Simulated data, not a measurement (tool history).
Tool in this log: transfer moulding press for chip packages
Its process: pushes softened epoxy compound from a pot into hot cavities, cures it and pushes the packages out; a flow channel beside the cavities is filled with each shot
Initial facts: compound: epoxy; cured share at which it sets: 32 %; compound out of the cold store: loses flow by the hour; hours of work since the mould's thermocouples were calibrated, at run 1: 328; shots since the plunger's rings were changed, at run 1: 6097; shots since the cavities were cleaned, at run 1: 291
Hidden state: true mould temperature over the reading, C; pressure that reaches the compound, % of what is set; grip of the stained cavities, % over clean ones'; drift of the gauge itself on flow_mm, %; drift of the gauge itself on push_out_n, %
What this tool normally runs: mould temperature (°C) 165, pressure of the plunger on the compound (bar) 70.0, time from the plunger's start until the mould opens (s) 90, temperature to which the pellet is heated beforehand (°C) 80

| run | hour | mould temperature (°C) | pressure of the plunger on the compound (bar) | time from the plunger's start until the mould opens (s) | temperature to which the pellet is heated beforehand (°C) | hours of work since the mould's thermocouples were calibrated | shots since the plunger's rings were changed | shots since the cavities were cleaned | incoming compound's hours out of the cold store | length that the compound runs in the flow channel (mm) | greatest force on the pins that push the packages out (N) |
|---|---|---|---|---|---|---|---|---|---|---|---|
| 1 | 0.0 | 165 | 70.0 | 90 | 80 | 328 | 6097 | 291 | 22.0 | 837 | 661 |
|  | 7.5 | plunger's sealing rings changed |
| 2 | 59.7 | 165 | 70.0 | 90 | 80 | 355 | 489 | 826 | 30.9 | 853 | 832 |
| 3 | 88.1 | 165 | 70.0 | 90 | 80 | 368 | 753 | 1090 | 27.8 | 878 | 901 |
|  | 100.8 | cavities cleaned with cleaning compound and waxed |
| 4 | 152.3 | 165 | 70.0 | 90 | 80 | 397 | 1339 | 480 | 15.4 | 923 | 1094 |
| 5 | 210.9 | 165 | 70.0 | 90 | 80 | 424 | 1887 | 1028 | 14.4 | 936 | 1074 |
|  | 228.2 | cavities cleaned with cleaning compound and waxed |
| 6 | 259.7 | 162 | 70.0 | 90 | 80 | 446 | 2329 | 294 | 10.7 | 942 | 822 |
| 7 | 287.7 | 162 | 70.0 | 90 | 80 | 459 | 2591 | 556 | 22.1 | 899 | 910 |
|  | 336.7 | cavities cleaned with cleaning compound and waxed, once more |
| 8 | 339.9 | 165 | 70.0 | 90 | 80 | 483 | 3064 | 29 | 12.5 | 923 | 461 |
| 9 | 397.9 | 165 | 70.0 | 90 | 80 | 510 | 3606 | 571 | 9.9 | 938 | 807 |
| 10 | 442.9 | 165 | 70.0 | 90 | 80 | 530 | 4027 | 992 | 42.2 | 761 | 845 |
|  | 465.2 | cavities cleaned with cleaning compound and waxed |
| 11 | 471.3 | 165 | 70.0 | 90 | 80 | 543 | 4278 | 57 | 41.1 | 760 | 468 |
| 12 | 512.3 | 165 | 70.0 | 90 | 80 | 562 | 4661 | 440 | 41.6 | 753 | 724 |
| 13 | 576.8 | 165 | 70.0 | 90 | 80 | 592 | 5264 | 1043 | 19.5 | 864 | 913 |
|  | 593.2 | cavities cleaned with cleaning compound and waxed |
| 14 | 637.4 | 165 | 70.0 | 90 | 80 | 619 | 5817 | 413 | 20.7 | 852 | 701 |
| 15 | 667.8 | 165 | 82.7 | 126 | 80 | 633 | 6100 | 696 | 42.0 | 815 | 558 |
|  | 673.8 | plunger's sealing rings changed |
| 16 | 706.6 | 160 | 70.0 | 90 | 90 | 650 | 306 | 1035 | 34.2 | 844 | 1119 |
|  | 724.3 | cavities cleaned with cleaning compound and waxed |
| 17 | 766.6 | 164 | 70.0 | 94 | 87 | 677 | 854 | 396 | 30.2 | 847 | 658 |
| 18 | 796.4 | 165 | 59.4 | 112 | 80 | 691 | 1132 | 674 | 40.2 | 738 | 598 |
| 19 | 840.7 | 169 | 59.4 | 112 | 80 | 711 | 1546 | 1088 | 27.2 | 795 | 642 |
|  | 853.4 | cavities cleaned with cleaning compound and waxed |
| 20 | 888.2 | 166 | 59.4 | 86 | 80 | 733 | 1975 | 325 | 42.0 | 726 | 610 |
| 21 | 922.4 | 166 | 59.4 | 86 | 80 | 749 | 2295 | 645 | 33.0 | 761 | 803 |
| 22 | 976.3 | 172 | 77.0 | 90 | 89 | 774 | 2799 | 1149 | 38.4 | 810 | 654 |
|  | 983.6 | cavities cleaned with cleaning compound and waxed |
| 23 | 1005.9 | 167 | 76.7 | 110 | 81 | 787 | 3061 | 208 | 41.8 | 804 | 417 |
| 24 | 1060.9 | 165 | 52.8 | 100 | 80 | 812 | 3575 | 722 | 22.7 | 742 | 673 |
| 25 | 1089.2 | 165 | 52.8 | 100 | 80 | 825 | 3840 | 987 | 20.2 | 756 | 739 |
|  | 1112.4 | cavities cleaned with cleaning compound and waxed |
| 26 | 1124.0 | 165 | 52.8 | 100 | 80 | 841 | 4151 | 108 | 10.3 | 802 | 427 |
| 27 | 1170.6 | 165 | 52.8 | 100 | 80 | 862 | 4586 | 543 | 44.3 | 656 | 608 |

Branching from run 27: 3 alternative next runs. What would each branch give?
| A | 1208.5 | 165 | 63.4 | 90 | 90 | 880 | 4941 | 898 | 15.0 | ? | ? |
| B | 1208.5 | 157 | 52.8 | 117 | 87 | 880 | 4941 | 898 | 35.9 | ? | ? |
| C | 1208.5 | 166 | 56.4 | 81 | 80 | 880 | 4941 | 898 | 9.0 | ? | ? |

| run | length that the compound runs in the flow channel (mm) | greatest force on the pins that push the packages out (N) |
|---|---|---|
| A | 831 | 867 |
| B | 700 | 781 |
| C | 823 | 1071 |
The same runs, with their run-to-run variation unchanged, on a tool lacking any hidden condition would have given:
| run | length that the compound runs in the flow channel (mm) | greatest force on the pins that push the packages out (N) |
|---|---|---|
| A | 894 | 442 |
| B | 753 | 391 |
| C | 885 | 549 |
